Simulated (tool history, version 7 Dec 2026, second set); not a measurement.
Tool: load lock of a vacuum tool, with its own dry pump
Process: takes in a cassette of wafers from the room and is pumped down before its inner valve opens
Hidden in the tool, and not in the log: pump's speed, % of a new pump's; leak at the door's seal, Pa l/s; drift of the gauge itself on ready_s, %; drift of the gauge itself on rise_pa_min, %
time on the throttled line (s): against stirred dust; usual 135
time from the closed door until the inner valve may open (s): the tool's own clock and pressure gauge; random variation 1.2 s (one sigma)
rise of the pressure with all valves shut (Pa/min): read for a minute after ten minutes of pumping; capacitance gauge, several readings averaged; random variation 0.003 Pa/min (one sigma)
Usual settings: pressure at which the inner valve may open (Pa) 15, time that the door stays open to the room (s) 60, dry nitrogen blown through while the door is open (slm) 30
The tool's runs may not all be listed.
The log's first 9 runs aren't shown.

run	hour	time on the throttled line (s)	pressure at which the inner valve may open (Pa)	time that the door stays open to the room (s)	dry nitrogen blown through while the door is open (slm)	hours that the pump has run since its overhaul	times that the door has closed on its seal	incoming humidity of the room's air, %	time from the closed door until the inner valve may open (s)	rise of the pressure with all valves shut (Pa/min)
10	1374.6	135	15	87	30	7129	19048	45.6	196.5	0.113
11	1541.0	135	15	88	30	7296	19492	45.3	196.5	0.103
12	1754.5	135	15	88	30	7509	20063	46.8	197.2	0.115
13	1879.7	135	15	88	30	7635	20397	44.1	198.6	0.111
14	2067.3	135	15	88	30	7822	20899	44.1	200.3	0.111
15	2272.4	135	18	60	30	8027	21446	48.2	197.8	0.120
16	2412.8	135	18	60	30	8168	21822	44.7	198.9	0.110
17	2530.0	135	15	60	30	8285	22135	48.7	201.1	0.115
18	2660.3	137	23	124	30	8415	22483	46.6	195.8	0.120
19	2781.8	100	15	51	7	8537	22807	45.0	167.9	0.137
20	2885.3	85	26	45	30	8640	23084	43.5	147.8	0.119
21	3034.2	224	16	45	30	8789	23482	46.4	277.7	0.129
22	3181.2	224	11	45	10	8936	23874	43.8	283.2	0.142
23	3390.4	224	11	45	10	9145	24434	43.0	283.8	0.137
24	3552.2	110	11	105	6	9307	24866	45.6	180.3	0.164
25	3730.0	101	16	105	6	9485	25341	41.1	171.5	0.158
26	3833.1	135	11	60	30	9588	25616	47.9	206.2	0.139
27	3966.8	227	15	38	5	9722	25973	44.8	281.8	0.160
28	4132.1	135	15	60	40	9887	26415	45.8	201.4	0.138
29	4260.6	135	24	32	12	10016	26759	43.7	194.6	0.145
30	4436.3	135	11	60	5	10191	27228	45.3	203.7	0.163

The next listed run, before its measurement:
31	4558.3	125	15	60	30	10313	27554	44.8	?	?

{"run 31": {"time from the closed door until the inner valve may open (s)": 191.8, "rise of the pressure with all valves shut (Pa/min)": 0.147}}
Without the tool's hidden state the same run would have given time from the closed door until the inner valve may open (s) 182.5, rise of the pressure with all valves shut (Pa/min) 0.023.
